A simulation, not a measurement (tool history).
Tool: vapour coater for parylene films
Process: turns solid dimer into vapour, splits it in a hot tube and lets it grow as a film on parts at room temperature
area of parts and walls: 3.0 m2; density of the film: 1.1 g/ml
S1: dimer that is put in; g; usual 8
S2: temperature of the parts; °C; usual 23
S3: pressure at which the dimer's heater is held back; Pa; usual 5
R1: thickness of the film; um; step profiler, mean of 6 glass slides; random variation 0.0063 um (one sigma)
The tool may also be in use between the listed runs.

run 1 hour=0 | S1=8 S2=23 S3=5 | R1=1.189
run 2 hour=59.7 | S1=8 S2=23 S3=5 | R1=1.177
run 3 hour=124.8 | S1=8 S2=23 S3=5 | R1=1.182
run 4 hour=161.7 | S1=8 S2=23 S3=5 | R1=1.163
run 5 hour=201.3 | S1=8 S2=23 S3=5 | R1=1.161
run 6 hour=253.7 | S1=8 S2=23 S3=5 | R1=1.146
run 7 hour=325.2 | S1=8 S2=23 S3=5 | R1=1.217
run 8 hour=376.4 | S1=8 S2=23 S3=5 | R1=1.204
run 9 hour=430.7 | S1=8 S2=23 S3=5 | R1=1.192
run 10 hour=507 | S1=8 S2=23 S3=5 | R1=1.188
run 11 hour=570 | S1=8 S2=23 S3=5 | R1=1.181
run 12 hour=629.3 | S1=8 S2=35 S3=5 | R1=0.966
run 13 hour=661.5 | S1=8 S2=26 S3=5 | R1=1.119
run 14 hour=711.9 | S1=8 S2=23 S3=5 | R1=1.164
run 15 hour=765.8 | S1=8 S2=23 S3=5 | R1=1.218
run 16 hour=833.8 | S1=8 S2=23 S3=5 | R1=1.211
run 17 hour=905 | S1=8 S2=23 S3=5 | R1=1.19
run 18 hour=950.8 | S1=8 S2=23 S3=5 | R1=1.181
run 19 hour=1028.4 | S1=8 S2=23 S3=5 | R1=1.182
run 20 hour=1083.7 | S1=8 S2=23 S3=5 | R1=1.164
run 21 hour=1133.3 | S1=8 S2=23 S3=5 | R1=1.17
run 22 hour=1191.8 | S1=6 S2=23 S3=5 | R1=0.853
run 23 hour=1243.1 | S1=6 S2=23 S3=5 | R1=0.919
run 24 hour=1318.6 | S1=8 S2=18 S3=3 | R1=1.354
run 25 hour=1380.6 | S1=8 S2=18 S3=3 | R1=1.34
run 26 hour=1452.8 | S1=8 S2=18 S3=3 | R1=1.319
run 27 hour=1511.7 | S1=11 S2=23 S3=5.29 | R1=1.602
run 28 hour=1581.9 | S1=13 S2=31 S3=8.38 | R1=1.599
run 29 hour=1647.3 | S1=4 S2=33 S3=10.49 | R1=0.462
run 30 hour=1715.5 | S1=8 S2=23 S3=6.29 | R1=1.224
run 31 hour=1749.2 | S1=8 S2=25 S3=11.29 | R1=1.126
run 32 hour=1814.4 | S1=12 S2=19 S3=10.09 | R1=1.854
run 33 hour=1870.9 | S1=14 S2=21 S3=5.7 | R1=2.162
run 34 hour=1941.5 | S1=7 S2=24 S3=9.57 | R1=0.975
run 35 hour=2005.8 | S1=7 S2=17 S3=9.57 | R1=1.083
run 36 hour=2048.2 | S1=7 S2=17 S3=9.57 | R1=1.077
run 37 hour=2093 | S1=7 S2=17 S3=9.57 | R1=1.083
run 38 hour=2150.6 | S1=3 S2=15 S3=9.57 | R1=0.475
run 39 hour=2218.3 | S1=8 S2=21 S3=2.56 | R1=1.316
run 40 hour=2252.1 | S1=7 S2=21 S3=2.87 | R1=1.142
run 41 hour=2317.7 | S1=10 S2=21 S3=2.87 | R1=1.625
run 42 hour=2393.4 | S1=10 S2=21 S3=2.87 | R1=1.6
run 43 hour=2433 | S1=4 S2=17 S3=2.87 | R1=0.674
run 44 hour=2475.4 | S1=4 S2=30 S3=3.49 | R1=0.548
run 45 hour=2515.4 | S1=13 S2=27 S3=9.67 | R1=1.722

Taken out of this log: 6 entries between the listed runs. Where each belongs, and how the hidden state differs across it:
Between runs 6 and 7: trap's valve overhauled (hour 265.3)
  vapour lost through the trap's worn valve, %: 6.1 -> 0.9; true temperature of the parts over the reading, C: 0.56 -> 0.59
  measured less the result without the state, R1: -0.086 -> -0.023 um
Between runs 14 and 15: trap's valve overhauled (hour 740.6)
  vapour lost through the trap's worn valve, %: 5.3 -> 0.4; true temperature of the parts over the reading, C: 0.75 -> 0.77
  measured less the result without the state, R1: -0.079 -> -0.02 um
Between runs 22 and 23: trap's valve overhauled (hour 1218.3)
  vapour lost through the trap's worn valve, %: 5.3 -> 0.7; true temperature of the parts over the reading, C: 0.95 -> 0.97
  measured less the result without the state, R1: -0.062 -> -0.02 um
Between runs 29 and 30: trap's valve overhauled (hour 1696.4); table's thermometer calibrated (hour 1712.7)
  vapour lost through the trap's worn valve, %: 5.3 -> 0.5; true temperature of the parts over the reading, C: 1.13 -> 0.14
  measured less the result without the state, R1: -0.035 -> -0.008 um
Between runs 38 and 39: trap's valve overhauled (hour 2170.6)
  vapour lost through the trap's worn valve, %: 5.6 -> 0.8; true temperature of the parts over the reading, C: 0.33 -> 0.35
  measured less the result without the state, R1: -0.03 -> -0.018 um

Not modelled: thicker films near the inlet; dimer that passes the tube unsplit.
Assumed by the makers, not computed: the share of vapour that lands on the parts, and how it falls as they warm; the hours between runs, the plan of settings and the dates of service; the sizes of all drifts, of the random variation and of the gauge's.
